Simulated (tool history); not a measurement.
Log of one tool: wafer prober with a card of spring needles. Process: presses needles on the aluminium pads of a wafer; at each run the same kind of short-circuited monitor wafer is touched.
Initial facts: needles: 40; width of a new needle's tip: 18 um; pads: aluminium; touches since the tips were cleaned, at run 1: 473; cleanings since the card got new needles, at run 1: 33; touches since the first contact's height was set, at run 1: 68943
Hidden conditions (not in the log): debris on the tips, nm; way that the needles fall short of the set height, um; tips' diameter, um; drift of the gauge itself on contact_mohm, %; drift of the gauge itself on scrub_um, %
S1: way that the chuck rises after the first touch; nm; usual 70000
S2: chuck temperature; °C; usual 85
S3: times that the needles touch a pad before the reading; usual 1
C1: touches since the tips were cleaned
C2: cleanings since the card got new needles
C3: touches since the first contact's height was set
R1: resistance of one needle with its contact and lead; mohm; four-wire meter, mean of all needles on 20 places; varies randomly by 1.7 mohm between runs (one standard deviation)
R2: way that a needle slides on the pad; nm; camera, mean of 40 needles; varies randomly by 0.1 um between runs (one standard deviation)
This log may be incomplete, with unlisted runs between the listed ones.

{"run": 1, "hour": 0.0, "S1": 70000, "S2": 85, "S3": 1, "C1": 473, "C2": 33, "C3": 68943, "R1": 190, "R2": 15770}
{"hour": 4.8, "done": "tips cleaned on abrasive film"}
{"hour": 11.1, "done": "tips cleaned on abrasive film"}
{"hour": 18.9, "done": "tips cleaned on abrasive film"}
{"hour": 26.0, "done": "tips cleaned on abrasive film"}
{"run": 2, "hour": 26.0, "S1": 70000, "S2": 85, "S3": 1, "C1": 0, "C2": 37, "C3": 76338, "R1": 179, "R2": 15770}
{"hour": 32.3, "done": "tips cleaned on abrasive film"}
{"hour": 40.1, "done": "tips cleaned on abrasive film"}
{"hour": 47.9, "done": "tips cleaned on abrasive film"}
{"hour": 55.8, "done": "tips cleaned on abrasive film"}
{"hour": 63.6, "done": "tips cleaned on abrasive film"}
{"run": 3, "hour": 69.1, "S1": 70000, "S2": 85, "S3": 1, "C1": 1597, "C2": 42, "C3": 88678, "R1": 216, "R2": 15630}
{"hour": 70.8, "done": "tips cleaned on abrasive film"}
{"hour": 78.6, "done": "tips cleaned on abrasive film"}
{"hour": 86.5, "done": "tips cleaned on abrasive film"}
{"run": 4, "hour": 87.6, "S1": 70000, "S2": 85, "S3": 1, "C1": 342, "C2": 45, "C3": 93944, "R1": 193, "R2": 15490}
{"hour": 93.9, "done": "tips cleaned on abrasive film"}
{"hour": 101.8, "done": "tips cleaned on abrasive film"}
{"hour": 109.6, "done": "tips cleaned on abrasive film"}
{"hour": 117.5, "done": "tips cleaned on abrasive film"}
{"run": 5, "hour": 122.6, "S1": 70000, "S2": 85, "S3": 1, "C1": 1480, "C2": 49, "C3": 103928, "R1": 213, "R2": 15510}
{"hour": 124.2, "done": "tips cleaned on abrasive film"}
{"hour": 130.5, "done": "tips cleaned on abrasive film"}
{"hour": 136.8, "done": "tips cleaned on abrasive film"}
{"hour": 144.4, "done": "tips cleaned on abrasive film"}
{"run": 6, "hour": 144.4, "S1": 89000, "S2": 85, "S3": 1, "C1": 0, "C2": 53, "C3": 110121, "R1": 170, "R2": 20000}
{"hour": 152.2, "done": "tips cleaned on abrasive film"}
{"hour": 158.5, "done": "tips cleaned on abrasive film"}
{"hour": 166.4, "done": "tips cleaned on abrasive film"}
{"hour": 174.2, "done": "tips cleaned on abrasive film"}
{"hour": 181.6, "done": "tips cleaned on abrasive film"}
{"run": 7, "hour": 181.6, "S1": 89000, "S2": 85, "S3": 1, "C1": 0, "C2": 58, "C3": 120731, "R1": 170, "R2": 19860}
{"hour": 187.9, "done": "tips cleaned on abrasive film"}
{"hour": 195.7, "done": "tips cleaned on abrasive film"}
{"hour": 203.5, "done": "tips cleaned on abrasive film"}
{"hour": 211.4, "done": "tips cleaned on abrasive film"}
{"hour": 217.9, "done": "height of the first contact set anew"}
{"hour": 219.5, "done": "tips cleaned on abrasive film"}
{"hour": 221.2, "done": "tips cleaned on abrasive film, once more"}
{"run": 8, "hour": 224.9, "S1": 89000, "S2": 85, "S3": 1, "C1": 1070, "C2": 64, "C3": 1966, "R1": 189, "R2": 20960}
{"hour": 228.1, "done": "tips cleaned on abrasive film"}
{"hour": 235.9, "done": "tips cleaned on abrasive film"}
{"hour": 243.7, "done": "tips cleaned on abrasive film"}
{"hour": 250.0, "done": "tips cleaned on abrasive film"}
{"run": 9, "hour": 254.8, "S1": 89000, "S2": 85, "S3": 1, "C1": 1379, "C2": 68, "C3": 10507, "R1": 191, "R2": 20880}
{"hour": 256.5, "done": "tips cleaned on abrasive film"}
{"hour": 264.3, "done": "tips cleaned on abrasive film"}
{"hour": 272.1, "done": "tips cleaned on abrasive film"}
{"run": 10, "hour": 274.8, "S1": 88000, "S2": 85, "S3": 1, "C1": 772, "C2": 71, "C3": 16203, "R1": 188, "R2": 20660}
{"hour": 279.6, "done": "tips cleaned on abrasive film"}
{"hour": 287.4, "done": "tips cleaned on abrasive film"}
{"hour": 295.2, "done": "tips cleaned on abrasive film"}
{"run": 11, "hour": 295.8, "S1": 70000, "S2": 85, "S3": 2, "C1": 153, "C2": 74, "C3": 22176, "R1": 175, "R2": 16230}
{"hour": 302.1, "done": "tips cleaned on abrasive film"}
{"hour": 309.9, "done": "tips cleaned on abrasive film"}
{"hour": 317.7, "done": "tips cleaned on abrasive film"}
{"hour": 325.6, "done": "tips cleaned on abrasive film"}
{"hour": 333.4, "done": "tips cleaned on abrasive film"}
{"run": 12, "hour": 337.5, "S1": 70000, "S2": 85, "S3": 1, "C1": 1196, "C2": 79, "C3": 34115, "R1": 208, "R2": 16210}
{"hour": 340.7, "done": "tips cleaned on abrasive film"}
{"hour": 347.0, "done": "tips cleaned on abrasive film"}
{"hour": 354.9, "done": "tips cleaned on abrasive film"}
{"hour": 362.7, "done": "tips cleaned on abrasive film"}
{"hour": 370.6, "done": "tips cleaned on abrasive film"}
{"hour": 378.4, "done": "tips cleaned on abrasive film"}
{"run": 13, "hour": 380.3, "S1": 70000, "S2": 85, "S3": 1, "C1": 562, "C2": 85, "C3": 46316, "R1": 192, "R2": 16020}
{"hour": 385.1, "done": "tips cleaned on abrasive film"}
{"hour": 391.4, "done": "tips cleaned on abrasive film"}
{"hour": 398.1, "done": "tips cleaned on abrasive film"}
{"run": 14, "hour": 398.1, "S1": 75000, "S2": 25, "S3": 1, "C1": 0, "C2": 88, "C3": 51358, "R1": 161, "R2": 17250}
{"hour": 405.9, "done": "tips cleaned on abrasive film"}
{"hour": 412.2, "done": "tips cleaned on abrasive film"}
{"hour": 420.0, "done": "tips cleaned on abrasive film"}
{"hour": 426.3, "done": "tips cleaned on abrasive film"}
{"hour": 434.2, "done": "tips cleaned on abrasive film"}
{"run": 15, "hour": 439.8, "S1": 72000, "S2": 61, "S3": 3, "C1": 1618, "C2": 93, "C3": 63271, "R1": 188, "R2": 16690}
{"hour": 441.4, "done": "tips cleaned on abrasive film"}
{"hour": 447.7, "done": "tips cleaned on abrasive film"}
{"hour": 455.5, "done": "tips cleaned on abrasive film"}
{"hour": 463.4, "done": "tips cleaned on abrasive film"}
{"hour": 469.7, "done": "tips cleaned on abrasive film"}
{"run": 16, "hour": 470.8, "S1": 72000, "S2": 90, "S3": 1, "C1": 334, "C2": 98, "C3": 72109, "R1": 186, "R2": 16300}
{"hour": 477.1, "done": "tips cleaned on abrasive film"}
{"hour": 483.4, "done": "tips cleaned on abrasive film"}
{"hour": 491.2, "done": "tips cleaned on abrasive film"}
{"hour": 498.5, "done": "tips cleaned on abrasive film"}
{"run": 17, "hour": 498.5, "S1": 72000, "S2": 90, "S3": 1, "C1": 0, "C2": 102, "C3": 79986, "R1": 180, "R2": 16310}
{"hour": 506.3, "done": "tips cleaned on abrasive film"}
{"hour": 514.1, "done": "tips cleaned on abrasive film"}
{"run": 18, "hour": 516.8, "S1": 72000, "S2": 81, "S3": 2, "C1": 759, "C2": 104, "C3": 85221, "R1": 191, "R2": 16070}
{"hour": 521.5, "done": "tips cleaned on abrasive film"}
{"hour": 527.8, "done": "tips cleaned on abrasive film"}
{"hour": 535.6, "done": "tips cleaned on abrasive film"}
{"hour": 541.9, "done": "tips cleaned on abrasive film"}
{"hour": 549.7, "done": "tips cleaned on abrasive film"}
{"run": 19, "hour": 549.7, "S1": 72000, "S2": 81, "S3": 2, "C1": 0, "C2": 109, "C3": 94599, "R1": 174, "R2": 16040}
{"hour": 557.5, "done": "tips cleaned on abrasive film"}
{"hour": 565.4, "done": "tips cleaned on abrasive film"}
{"hour": 571.7, "done": "tips cleaned on abrasive film"}
{"hour": 579.5, "done": "tips cleaned on abrasive film"}
{"run": 20, "hour": 581.3, "S1": 71000, "S2": 30, "S3": 1, "C1": 512, "C2": 113, "C3": 103615, "R1": 186, "R2": 15770}
{"hour": 586.0, "done": "tips cleaned on abrasive film"}
{"hour": 592.3, "done": "tips cleaned on abrasive film"}
{"hour": 600.1, "done": "tips cleaned on abrasive film"}
{"hour": 608.0, "done": "tips cleaned on abrasive film"}
{"hour": 614.3, "done": "tips cleaned on abrasive film"}
{"run": 21, "hour": 620.2, "S1": 81000, "S2": 30, "S3": 1, "C1": 1701, "C2": 118, "C3": 114717, "R1": 200, "R2": 18150}
{"hour": 621.8, "done": "tips cleaned on abrasive film"}
{"hour": 628.1, "done": "tips cleaned on abrasive film"}
{"hour": 635.9, "done": "tips cleaned on abrasive film"}
{"run": 22, "hour": 640.5, "S1": 81000, "S2": 30, "S3": 1, "C1": 1314, "C2": 121, "C3": 120507, "R1": 193, "R2": 18080}
{"hour": 643.7, "done": "tips cleaned on abrasive film"}
{"hour": 650.0, "done": "tips cleaned on abrasive film"}
{"hour": 657.8, "done": "tips cleaned on abrasive film"}
{"hour": 665.6, "done": "tips cleaned on abrasive film"}
{"hour": 671.9, "done": "tips cleaned on abrasive film"}
{"run": 23, "hour": 674.5, "S1": 81000, "S2": 63, "S3": 1, "C1": 738, "C2": 126, "C3": 130197, "R1": 189, "R2": 18010}
{"hour": 677.9, "done": "height of the first contact set anew"}
{"hour": 679.5, "done": "tips cleaned on abrasive film"}
{"hour": 685.8, "done": "tips cleaned on abrasive film"}
{"hour": 692.1, "done": "tips cleaned on abrasive film"}
{"hour": 698.4, "done": "tips cleaned on abrasive film"}
{"hour": 706.2, "done": "tips cleaned on abrasive film"}
{"hour": 712.5, "done": "tips cleaned on abrasive film"}
{"run": 24, "hour": 715.0, "S1": 81000, "S2": 123, "S3": 2, "C1": 713, "C2": 132, "C3": 10561, "R1": 191, "R2": 18790}
{"hour": 719.8, "done": "tips cleaned on abrasive film"}
{"hour": 726.0, "done": "tips cleaned on abrasive film"}
{"hour": 733.9, "done": "tips cleaned on abrasive film"}
{"run": 25, "hour": 739.6, "S1": 61000, "S2": 37, "S3": 1, "C1": 1665, "C2": 135, "C3": 17598, "R1": 236, "R2": 14180}
{"hour": 741.3, "done": "tips cleaned on abrasive film"}
{"hour": 749.1, "done": "tips cleaned on abrasive film"}
{"hour": 757.0, "done": "tips cleaned on abrasive film"}
{"hour": 764.8, "done": "tips cleaned on abrasive film"}
{"hour": 771.1, "done": "tips cleaned on abrasive film"}
{"hour": 778.9, "done": "tips cleaned on abrasive film"}
{"run": 26, "hour": 780.7, "S1": 76000, "S2": 53, "S3": 2, "C1": 510, "C2": 141, "C3": 29299, "R1": 176, "R2": 17710}

Below are 3 alternative next runs, each starting from the tool's condition after run 26. Predict each:
{"hour": 785.4, "done": "tips cleaned on abrasive film"}
{"hour": 791.7, "done": "tips cleaned on abrasive film"}
{"hour": 798.0, "done": "tips cleaned on abrasive film"}
{"hour": 805.9, "done": "tips cleaned on abrasive film"}
{"hour": 812.2, "done": "tips cleaned on abrasive film"}
{"run": "A", "hour": 812.6, "S1": 75000, "S2": 102, "S3": 2, "C1": 120, "C2": 146, "C3": 38371, "R1": "?", "R2": "?"}
{"hour": 785.4, "done": "tips cleaned on abrasive film"}
{"hour": 791.7, "done": "tips cleaned on abrasive film"}
{"hour": 798.0, "done": "tips cleaned on abrasive film"}
{"hour": 805.9, "done": "tips cleaned on abrasive film"}
{"hour": 812.2, "done": "tips cleaned on abrasive film"}
{"run": "B", "hour": 812.6, "S1": 89000, "S2": 47, "S3": 1, "C1": 120, "C2": 146, "C3": 38371, "R1": "?", "R2": "?"}
{"hour": 785.4, "done": "tips cleaned on abrasive film"}
{"hour": 791.7, "done": "tips cleaned on abrasive film"}
{"hour": 798.0, "done": "tips cleaned on abrasive film"}
{"hour": 805.9, "done": "tips cleaned on abrasive film"}
{"hour": 812.2, "done": "tips cleaned on abrasive film"}
{"run": "C", "hour": 812.6, "S1": 76000, "S2": 53, "S3": 3, "C1": 120, "C2": 146, "C3": 38371, "R1": "?", "R2": "?"}

run=A R1=182 R2=17350
run=B R1=167 R2=20650
run=C R1=169 R2=17460
What these runs would have given with no unlogged condition in the tool:
run=A R1=174 R2=17690
run=B R1=159 R2=20990
run=C R1=162 R2=17800
